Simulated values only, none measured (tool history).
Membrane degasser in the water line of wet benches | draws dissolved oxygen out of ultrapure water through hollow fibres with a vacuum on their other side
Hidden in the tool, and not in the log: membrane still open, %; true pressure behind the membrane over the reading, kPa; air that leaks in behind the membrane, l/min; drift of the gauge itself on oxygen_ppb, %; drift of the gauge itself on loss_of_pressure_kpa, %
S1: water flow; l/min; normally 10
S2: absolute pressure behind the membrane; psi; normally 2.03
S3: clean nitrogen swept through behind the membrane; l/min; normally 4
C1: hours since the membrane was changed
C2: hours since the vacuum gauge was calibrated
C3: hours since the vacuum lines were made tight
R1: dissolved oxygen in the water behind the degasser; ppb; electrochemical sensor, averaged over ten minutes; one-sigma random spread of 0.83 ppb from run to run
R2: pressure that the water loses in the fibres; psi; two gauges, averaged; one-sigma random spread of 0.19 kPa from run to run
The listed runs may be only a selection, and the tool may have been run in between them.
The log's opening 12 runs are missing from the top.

{"day": 118.154, "done": "membrane cartridge changed"}
{"run": 13, "day": 118.783, "S1": 10, "S2": 2.03, "S3": 9.43, "C1": 15, "C2": 930, "C3": 4864, "R1": 39, "R2": 5.726}
{"run": 14, "day": 124.517, "S1": 10, "S2": 2.03, "S3": 5.91, "C1": 153, "C2": 1067, "C3": 5001, "R1": 58, "R2": 5.719}
{"run": 15, "day": 133.808, "S1": 10, "S2": 2.03, "S3": 5.91, "C1": 376, "C2": 1290, "C3": 5224, "R1": 57, "R2": 5.757}
{"run": 16, "day": 140.208, "S1": 10, "S2": 2.03, "S3": 5.91, "C1": 529, "C2": 1444, "C3": 5378, "R1": 58.7, "R2": 5.739}
{"run": 17, "day": 146.342, "S1": 10, "S2": 2.03, "S3": 5.91, "C1": 676, "C2": 1591, "C3": 5525, "R1": 57.9, "R2": 5.754}
{"run": 18, "day": 152.4, "S1": 13, "S2": 4.7, "S3": 4, "C1": 822, "C2": 1736, "C3": 5671, "R1": 263.4, "R2": 7.474}
{"run": 19, "day": 160.167, "S1": 13, "S2": 2.86, "S3": 3.03, "C1": 1008, "C2": 1923, "C3": 5857, "R1": 199.8, "R2": 7.501}
{"run": 20, "day": 169.425, "S1": 13, "S2": 2.81, "S3": 5.26, "C1": 1230, "C2": 2145, "C3": 6079, "R1": 127, "R2": 7.522}
{"run": 21, "day": 178.962, "S1": 10, "S2": 3.63, "S3": 5.26, "C1": 1459, "C2": 2374, "C3": 6308, "R1": 118.2, "R2": 5.822}
{"run": 22, "day": 190.808, "S1": 10, "S2": 3.63, "S3": 5.26, "C1": 1744, "C2": 2658, "C3": 6592, "R1": 116.9, "R2": 5.793}
{"run": 23, "day": 200.875, "S1": 15, "S2": 1.61, "S3": 4.38, "C1": 1985, "C2": 2900, "C3": 6834, "R1": 108.1, "R2": 8.775}
{"day": 205.75, "done": "vacuum gauge calibrated"}
{"run": 24, "day": 209.912, "S1": 7, "S2": 1.31, "S3": 2.48, "C1": 2202, "C2": 100, "C3": 7050, "R1": 47.1, "R2": 4.044}
{"run": 25, "day": 219.671, "S1": 7, "S2": 2.36, "S3": 7.24, "C1": 2436, "C2": 334, "C3": 7285, "R1": 38.4, "R2": 4.064}
{"run": 26, "day": 230.621, "S1": 9, "S2": 3.9, "S3": 7.24, "C1": 2699, "C2": 597, "C3": 7547, "R1": 87.4, "R2": 5.229}
{"run": 27, "day": 238.35, "S1": 7, "S2": 1.75, "S3": 7.76, "C1": 2884, "C2": 782, "C3": 7733, "R1": 26.2, "R2": 4.112}
{"run": 28, "day": 245.171, "S1": 10, "S2": 2.8, "S3": 4.53, "C1": 3048, "C2": 946, "C3": 7897, "R1": 105.3, "R2": 5.787}
{"day": 252.946, "done": "seals of the vacuum lines changed"}
{"run": 29, "day": 253.238, "S1": 7, "S2": 5.05, "S3": 9.7, "C1": 3239, "C2": 1138, "C3": 7, "R1": 60.4, "R2": 4.078}
{"run": 30, "day": 265.629, "S1": 13, "S2": 3.44, "S3": 9.63, "C1": 3537, "C2": 1435, "C3": 304, "R1": 96.3, "R2": 7.709}
{"run": 31, "day": 275.004, "S1": 10, "S2": 4.05, "S3": 3.24, "C1": 3762, "C2": 1660, "C3": 529, "R1": 202.5, "R2": 5.92}

3 options for the next run, each taken on its own from the tool as it stands now. Forecast them:
{"run": "A", "day": 284.175, "S1": 6, "S2": 4.05, "S3": 3.24, "C1": 3982, "C2": 1880, "C3": 749, "R1": "?", "R2": "?"}
{"run": "B", "day": 284.175, "S1": 6, "S2": 2.06, "S3": 3.58, "C1": 3982, "C2": 1880, "C3": 749, "R1": "?", "R2": "?"}
{"run": "C", "day": 284.175, "S1": 9, "S2": 2.03, "S3": 4, "C1": 3982, "C2": 1880, "C3": 749, "R1": "?", "R2": "?"}

run=A R1=116.8 R2=3.572
run=B R1=49.1 R2=3.572
run=C R1=70.1 R2=5.314
With the hidden condition removed and each run's random variation left untouched, the same runs would have given:
run=A R1=114.4 R2=3.462
run=B R1=47.7 R2=3.462
run=C R1=67.5 R2=5.15
